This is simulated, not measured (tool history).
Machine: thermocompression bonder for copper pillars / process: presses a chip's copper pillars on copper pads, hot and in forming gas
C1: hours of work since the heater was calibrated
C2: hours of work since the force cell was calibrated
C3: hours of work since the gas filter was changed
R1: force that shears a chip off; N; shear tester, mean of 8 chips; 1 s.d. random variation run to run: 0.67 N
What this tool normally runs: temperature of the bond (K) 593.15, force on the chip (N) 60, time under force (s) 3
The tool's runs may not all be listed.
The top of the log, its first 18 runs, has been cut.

Run 19, hour 274.9: usual settings; C1 544; C2 331; C3 54. Result: R1 40.1 N.
Run 20, hour 290.8: usual settings but force on the chip (N) 42; C1 553; C2 340; C3 62. Result: R1 28.2 N.
Run 21, hour 311.6: usual settings but force on the chip (N) 42; C1 565; C2 352; C3 74. Result: R1 26.6 N.
Run 22, hour 323.2: usual settings but temperature of the bond (K) 586.15, force on the chip (N) 63, time under force (s) 2; C1 571; C2 358; C3 81. Result: R1 31.5 N.
Run 23, hour 341.8: usual settings but temperature of the bond (K) 570.15, force on the chip (N) 44, time under force (s) 8; C1 582; C2 369; C3 91. Result: R1 29.3 N.
Run 24, hour 356.6: usual settings but temperature of the bond (K) 591.15, force on the chip (N) 40; C1 590; C2 377; C3 99. Result: R1 24.1 N.
Run 25, hour 375.3: usual settings but temperature of the bond (K) 570.15, force on the chip (N) 40, time under force (s) 4; C1 601; C2 387; C3 110. Result: R1 19.7 N.
Run 26, hour 395.3: usual settings but temperature of the bond (K) 570.15, force on the chip (N) 70, time under force (s) 4; C1 612; C2 399; C3 121. Result: R1 33.9 N.
Run 27, hour 406.4: usual settings but temperature of the bond (K) 615.15, force on the chip (N) 85, time under force (s) 4; C1 618; C2 405; C3 127. Result: R1 69.2 N.
At hour 417.3: forming gas filter changed.
Run 28, hour 423.7: usual settings but temperature of the bond (K) 565.15, force on the chip (N) 85, time under force (s) 4; C1 627; C2 414; C3 4. Result: R1 40.6 N.
Run 29, hour 443.4: usual settings but temperature of the bond (K) 591.15, force on the chip (N) 65; C1 638; C2 425; C3 15. Result: R1 43.6 N.
Run 30, hour 458.1: usual settings but temperature of the bond (K) 591.15, force on the chip (N) 65; C1 647; C2 433; C3 23. Result: R1 41.8 N.
Run 31, hour 473.2: usual settings but temperature of the bond (K) 574.15, force on the chip (N) 48, time under force (s) 2; C1 655; C2 442; C3 31. Result: R1 18.4 N.
Run 32, hour 487.3: usual settings but temperature of the bond (K) 574.15, force on the chip (N) 48, time under force (s) 2; C1 663; C2 450; C3 39. Result: R1 19.7 N.
Run 33, hour 497.1: usual settings but force on the chip (N) 54, time under force (s) 7; C1 668; C2 455; C3 45. Result: R1 48.8 N.
Run 34, hour 506.6: usual settings but temperature of the bond (K) 580.15, time under force (s) 7; C1 674; C2 460; C3 50. Result: R1 44.6 N.
Run 35, hour 524.5: usual settings but temperature of the bond (K) 580.15, time under force (s) 7; C1 684; C2 470; C3 60. Result: R1 42.2 N.
Run 36, hour 535.5: usual settings but force on the chip (N) 74, time under force (s) 9; C1 690; C2 477; C3 66. Result: R1 65.3 N.
Run 37, hour 546.3: usual settings but temperature of the bond (K) 614.15, force on the chip (N) 81; C1 696; C2 483; C3 72. Result: R1 63.8 N.
Run 38, hour 558: usual settings but temperature of the bond (K) 614.15, force on the chip (N) 81; C1 702; C2 489; C3 79. Result: R1 63 N.
Run 39, hour 573.7: usual settings but time under force (s) 5; C1 711; C2 498; C3 87. Result: R1 45.7 N.
Run 40, hour 587: usual settings but time under force (s) 5; C1 719; C2 505; C3 95. Result: R1 45.7 N.
Run 41, hour 604.5: usual settings but time under force (s) 5; C1 728; C2 515; C3 105. Result: R1 44.2 N.

3 ways to go on from here, each from the tool as it stands after run 41. What would each give?
Run A, hour 614.8: usual settings but time under force (s) 4; C1 734; C2 521; C3 110. Result: R1 ?.
Run B, hour 614.8: usual settings but temperature of the bond (K) 584.15, force on the chip (N) 48, time under force (s) 2; C1 734; C2 521; C3 110. Result: R1 ?.
Run C, hour 614.8: usual settings but temperature of the bond (K) 572.15, force on the chip (N) 81, time under force (s) 4; C1 734; C2 521; C3 110. Result: R1 ?.

run    R1
  A  42.9
  B  22.1
  C  40.3
Had the tool no hidden state, the same runs would have come out as:
run    R1
  A  51.6
  B  27.4
  C  49.1
